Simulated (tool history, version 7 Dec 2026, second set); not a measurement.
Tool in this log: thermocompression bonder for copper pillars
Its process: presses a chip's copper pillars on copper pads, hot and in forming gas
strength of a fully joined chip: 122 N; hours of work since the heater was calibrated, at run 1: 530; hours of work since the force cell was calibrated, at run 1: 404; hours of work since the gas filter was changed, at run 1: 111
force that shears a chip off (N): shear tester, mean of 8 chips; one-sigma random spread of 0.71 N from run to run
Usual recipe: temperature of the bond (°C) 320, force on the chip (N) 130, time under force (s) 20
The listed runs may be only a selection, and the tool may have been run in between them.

run,hour,temperature of the bond (°C),force on the chip (N),time under force (s),hours of work since the heater was calibrated,hours of work since the force cell was calibrated,hours of work since the gas filter was changed,force that shears a chip off (N)
1,0.0,320,130,20,530,404,111,46.5
2,28.0,320,130,27,543,417,124,51.3
3,45.3,320,130,27,552,426,133,51.3
4,78.3,320,130,27,567,441,148,51.4
5,110.2,320,130,20,583,457,164,44.1
6,138.6,320,130,20,596,470,177,44.2
7,160.2,320,130,20,607,481,188,44.6
8,197.8,320,130,20,625,499,206,43.8
9,236.6,344,130,12,643,517,224,48.1
10,253.8,335,140,49,651,525,232,74.7
11,282.1,335,140,49,665,539,246,73.5
12,316.4,335,140,49,681,555,262,74.2
13,353.3,321,130,25,699,573,280,47.1
14,391.9,306,115,17,718,591,299,28.4
15,416.5,306,115,17,729,603,310,28.5
16,440.7,315,81,12,741,615,322,17.3

Each row is a separate what-if for the run after 16, all from the same tool condition, not one after another. Results?
A,473.5,315,81,11,757,631,338,?
B,473.5,332,130,22,757,631,338,?
C,473.5,315,161,49,757,631,338,?

run,force that shears a chip off (N)
A,15.0
B,51.1
C,66.4
With the hidden condition removed and each run's random variation left untouched, the same runs would have given:
run,force that shears a chip off (N)
A,18.5
B,60.1
C,77.8

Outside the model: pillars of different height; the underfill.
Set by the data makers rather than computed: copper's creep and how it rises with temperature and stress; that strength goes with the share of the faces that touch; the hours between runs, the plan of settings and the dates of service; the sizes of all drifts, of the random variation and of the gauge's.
